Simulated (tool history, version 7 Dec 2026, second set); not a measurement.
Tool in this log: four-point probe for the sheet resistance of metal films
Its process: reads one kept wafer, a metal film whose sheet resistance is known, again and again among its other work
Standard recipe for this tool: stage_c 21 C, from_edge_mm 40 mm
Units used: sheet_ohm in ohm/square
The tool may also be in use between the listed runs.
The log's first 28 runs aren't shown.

run	hour	stage_c	from_edge_mm	touches since the probe head was changed	hours of work since the stage's thermometer was calibrated	sheet_ohm
29	998.3	29	6	78452	1191	8.154587
30	1039.4	29	6	79920	1219	8.149977
# hour 1043.4: stage's thermometer calibrated
31	1062.5	29	6	80726	13	8.147338
32	1092.4	21	4	81792	34	8.162474
33	1119.6	21	4	82762	52	8.159197
34	1147.8	20	4	83769	71	8.155066
35	1171.4	22	8	84613	88	8.083756
36	1214.3	28	19	86142	117	8.090286
# hour 1250.2: stage's thermometer calibrated, once more
37	1252.1	23	3	87473	1	8.266236
38	1279.5	23	35	88449	20	8.078603
39	1305.9	23	35	89392	38	8.071637
40	1342	23	35	90680	63	8.071607

Expected results for the next run?
41	1380.3	23	35	92046	89	?

Logged for run 41: sheet_ohm 8.071321 ohm/square.
Without the tool's hidden state the same run would have given sheet_ohm 8.20242 ohm/square.

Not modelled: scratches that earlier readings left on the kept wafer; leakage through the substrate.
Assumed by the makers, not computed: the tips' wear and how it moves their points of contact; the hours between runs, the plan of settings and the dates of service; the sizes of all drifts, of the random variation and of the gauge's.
